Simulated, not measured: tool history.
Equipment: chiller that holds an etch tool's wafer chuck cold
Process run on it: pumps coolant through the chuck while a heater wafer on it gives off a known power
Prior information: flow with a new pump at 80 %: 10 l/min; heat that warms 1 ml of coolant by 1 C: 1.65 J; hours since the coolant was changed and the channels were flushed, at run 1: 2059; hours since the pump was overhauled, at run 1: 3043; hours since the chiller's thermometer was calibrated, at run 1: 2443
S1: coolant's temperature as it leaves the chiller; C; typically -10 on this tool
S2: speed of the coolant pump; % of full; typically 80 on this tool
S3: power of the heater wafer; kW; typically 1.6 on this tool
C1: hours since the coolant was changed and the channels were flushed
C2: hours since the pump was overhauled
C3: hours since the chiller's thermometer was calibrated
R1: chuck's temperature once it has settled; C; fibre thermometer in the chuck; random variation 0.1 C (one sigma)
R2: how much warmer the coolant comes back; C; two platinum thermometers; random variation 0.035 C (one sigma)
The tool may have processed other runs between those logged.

run	hour	S1	S2	S3	C1	C2	C3	R1	R2
1	0	-10	80	1.6	2059	3043	2443	4.4	6.44
2	90	-10	80	1.6	2149	3133	2533	4.6	6.39
3	136.4	-10	80	1.6	2195	3179	2580	4.9	6.42
4	243.2	-10	80	1.6	2302	3286	2687	4.8	6.46
5	322.1	-10	91	1.6	2381	3365	2766	3.3	5.72
6	423.2	-10	91	1.6	2482	3466	2867	3.5	5.69
7	528.2	-10	91	1.6	2587	3571	2972	3.2	5.7
# hour 567.9: chiller's thermometer calibrated
8	627.5	-10	91	1.6	2685	3669	60	4.3	5.7
9	673.5	-10	91	1.232	2731	3715	106	1.2	4.41
10	773.7	-10	91	1.232	2832	3815	206	1	4.47
11	861.1	-10	80	1.895	2919	3903	293	9.2	7.79
12	912.6	0	80	1.895	2971	3954	345	19	7.78
13	1000.8	-1	89	1.001	3059	4042	433	8.2	3.7
14	1077.1	-17	80	1.77	3135	4119	509	0.9	7.29
# hour 1118: coolant changed, channels flushed
15	1146.6	-5	76	0.96	29	4182	573	3.8	4.19
16	1241.3	-5	76	0.96	123	4277	667	4	4.14
17	1317.2	-5	76	1.295	199	4353	743	7.1	5.69
18	1362.3	-1	80	1.117	244	4398	788	9	4.78
19	1430.5	-6	77	2.164	312	4466	857	14.1	9.48
20	1515.2	-1	96	1.825	397	4551	941	13.1	6.34

Branching from run 20: 5 alternative next runs. What would each branch give?
A	1582.3	-10	80	1.678	464	4618	1008	?	?
B	1582.3	-16	65	1.226	464	4618	1008	?	?
C	1582.3	-16	100	2.167	464	4618	1008	?	?
D	1582.3	-10	96	1.999	464	4618	1008	?	?
E	1582.3	-1	71	2.308	464	4618	1008	?	?

run	R1	R2
A	5.1	7.14
B	-2.9	6.49
C	0.3	7.27
D	5.8	7
E	22.1	11.04
With no hidden state in the tool, these same runs would have given:
run	R1	R2
A	3.3	6.13
B	-4.5	5.58
C	-1.7	6.24
D	3.9	6.02
E	19.2	9.48
